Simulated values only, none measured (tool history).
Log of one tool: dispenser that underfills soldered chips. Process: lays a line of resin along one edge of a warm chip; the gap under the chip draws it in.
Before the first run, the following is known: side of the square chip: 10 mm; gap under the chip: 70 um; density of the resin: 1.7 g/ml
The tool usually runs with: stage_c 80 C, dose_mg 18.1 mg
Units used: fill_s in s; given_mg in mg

Run 1, day 0: usual settings. Result: fill_s 79 s, given_mg 17.61 mg.
Run 2, day 0.304: usual settings. Result: fill_s 107.5 s, given_mg 17.51 mg.
At day 0.521: new syringe of resin.
Run 3, day 0.658: usual settings. Result: fill_s 88.8 s, given_mg 17.35 mg.
Run 4, day 1.004: usual settings. Result: fill_s 130.4 s, given_mg 17.36 mg.
At day 1.033: new syringe of resin.
Run 5, day 1.179: usual settings. Result: fill_s 88.4 s, given_mg 17.39 mg.
Run 6, day 1.4: usual settings. Result: fill_s 112.6 s, given_mg 17.36 mg.
At day 1.554: new syringe of resin.
Run 7, day 1.608: usual settings but dose_mg 15.7 mg. Result: fill_s 83.9 s, given_mg 14.99 mg.
Run 8, day 1.942: usual settings. Result: fill_s 116.1 s, given_mg 17.28 mg.
At day 2.088: new syringe of resin.
Run 9, day 2.304: usual settings. Result: fill_s 97.9 s, given_mg 17.22 mg.
Run 10, day 2.454: usual settings. Result: fill_s 116.4 s, given_mg 17.22 mg.
At day 2.617: new syringe of resin.
Run 11, day 2.621: usual settings. Result: fill_s 77.3 s, given_mg 17.36 mg.
Run 12, day 2.817: usual settings but stage_c 71 C. Result: fill_s 128.1 s, given_mg 17.24 mg.
Run 13, day 3.05: usual settings but stage_c 71 C, dose_mg 16.8 mg. Result: fill_s 169.2 s, given_mg 15.93 mg.
At day 3.133: new syringe of resin.
Run 14, day 3.308: usual settings but stage_c 82 C, dose_mg 22.3 mg. Result: fill_s 84.5 s, given_mg 21.18 mg.
Run 15, day 3.504: usual settings but stage_c 87 C. Result: fill_s 92.7 s, given_mg 17.25 mg.
At day 3.675: new syringe of resin.
Run 16, day 3.717: usual settings but stage_c 89 C, dose_mg 19.4 mg. Result: fill_s 59.6 s, given_mg 18.3 mg.
Run 17, day 3.879: usual settings but stage_c 68 C, dose_mg 17.4 mg. Result: fill_s 144.6 s, given_mg 16.35 mg.
Run 18, day 4.062: usual settings but stage_c 79 C, dose_mg 17.3 mg. Result: fill_s 121.6 s, given_mg 16.21 mg.
At day 4.2: new syringe of resin.
Run 19, day 4.267: usual settings but stage_c 79 C, dose_mg 22.4 mg. Result: fill_s 84.7 s, given_mg 20.81 mg.
Run 20, day 4.479: usual settings but stage_c 79 C, dose_mg 22.4 mg. Result: fill_s 106.1 s, given_mg 20.85 mg.
At day 4.717: new syringe of resin.
Run 21, day 4.717: usual settings but stage_c 75 C, dose_mg 20.6 mg. Result: fill_s 92 s, given_mg 19.29 mg.
At day 4.804: dispensing valve cleaned and set on the balance.
Run 22, day 4.979: usual settings but stage_c 75 C, dose_mg 20.6 mg. Result: fill_s 113.4 s, given_mg 20.64 mg.
At day 5.283: new syringe of resin.
Run 23, day 5.308: usual settings but stage_c 68 C, dose_mg 18.7 mg. Result: fill_s 116.6 s, given_mg 18.64 mg.
Run 24, day 5.55: usual settings but stage_c 95 C, dose_mg 20.5 mg. Result: fill_s 63.8 s, given_mg 20.49 mg.

Some steps in fill_s, run to run, broken into two amounts with sign: the step expected even without the hidden condition (settings, incoming material, random variation), and the rest, left for the hidden condition together with whatever gauge scatter is not in both the measured and the hidden-condition-free result:
Hidden state at play: resin's viscosity, % of fresh resin's; dose that the valve gives, % of what is set; true chip temperature over the reading, C; drift of the gauge itself on fill_s, %; drift of the gauge itself on given_mg, %.
Run 4 -> 5: new syringe of resin. fill_s -42 s: hidden state -41, all else -1.
Run 13 -> 14: stage_c 71 -> 82, dose_mg 16.8 -> 22.3, new syringe of resin. fill_s -84.7 s: hidden state -49.5, all else -35.2.
Run 16 -> 17: stage_c 89 -> 68, dose_mg 19.4 -> 17.4. fill_s +85 s: hidden state +25.9, all else +59.1.
